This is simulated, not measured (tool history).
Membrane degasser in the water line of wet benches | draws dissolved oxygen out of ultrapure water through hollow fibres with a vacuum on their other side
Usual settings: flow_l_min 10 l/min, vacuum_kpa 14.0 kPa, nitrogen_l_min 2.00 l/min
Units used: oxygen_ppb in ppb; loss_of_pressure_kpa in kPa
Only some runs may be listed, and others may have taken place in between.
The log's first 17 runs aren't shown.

run	hour	flow_l_min	vacuum_kpa	nitrogen_l_min	hours since the membrane was changed	hours since the vacuum gauge was calibrated	hours since the vacuum lines were made tight	oxygen_ppb	loss_of_pressure_kpa
18	1435.6	10	15.7	1.09	5340	4075	12971	478.6	51.73
19	1509.3	10	19.2	1.10	5414	4148	13044	543.8	51.69
20	1562.9	10	19.2	1.10	5468	4202	13098	542.3	51.98
21	1674.0	10	16.8	5.54	5579	4313	13209	281.2	51.96
22	1735.2	10	11.7	2.00	5640	4374	13270	328.6	51.93
23	1798.9	6	14.0	3.95	5704	4438	13334	131.3	31.44
24	1861.8	8	24.2	3.54	5766	4501	13397	266.2	41.85
25	1920.7	8	24.2	3.54	5825	4560	13456	269.0	41.58
26	2012.7	11	16.2	5.32	5917	4652	13548	323.3	57.06
27	2109.7	14	24.1	2.02	6014	4749	13645	690.8	72.99
28	2220.0	14	24.1	2.02	6125	4859	13755	675.9	73.03
29	2302.0	10	13.4	2.00	6207	4941	13837	338.5	52.15
30	2401.7	10	13.4	5.11	6306	5041	13937	274.0	52.27
31	2467.2	10	13.4	5.11	6372	5106	14002	270.9	52.33
32	2538.9	10	13.4	5.11	6444	5178	14074	274.0	52.29
# hour 2582.0: gauge calibrated
33	2623.3	14	13.4	5.11	6528	5262	14158	437.9	71.56

Below are 3 alternative next runs, each starting from the tool's condition after run 33. Predict each:
A	2719.8	14	26.7	2.09	6624	5359	14255	?	?
B	2719.8	7	8.5	2.00	6624	5359	14255	?	?
C	2719.8	7	18.5	2.00	6624	5359	14255	?	?

run	oxygen_ppb	loss_of_pressure_kpa
A	700.5	71.17
B	166.4	35.90
C	248.2	35.64
What these runs would have given with no unlogged condition in the tool:
run	oxygen_ppb	loss_of_pressure_kpa
A	699.4	71.03
B	166.0	35.83
C	247.5	35.57
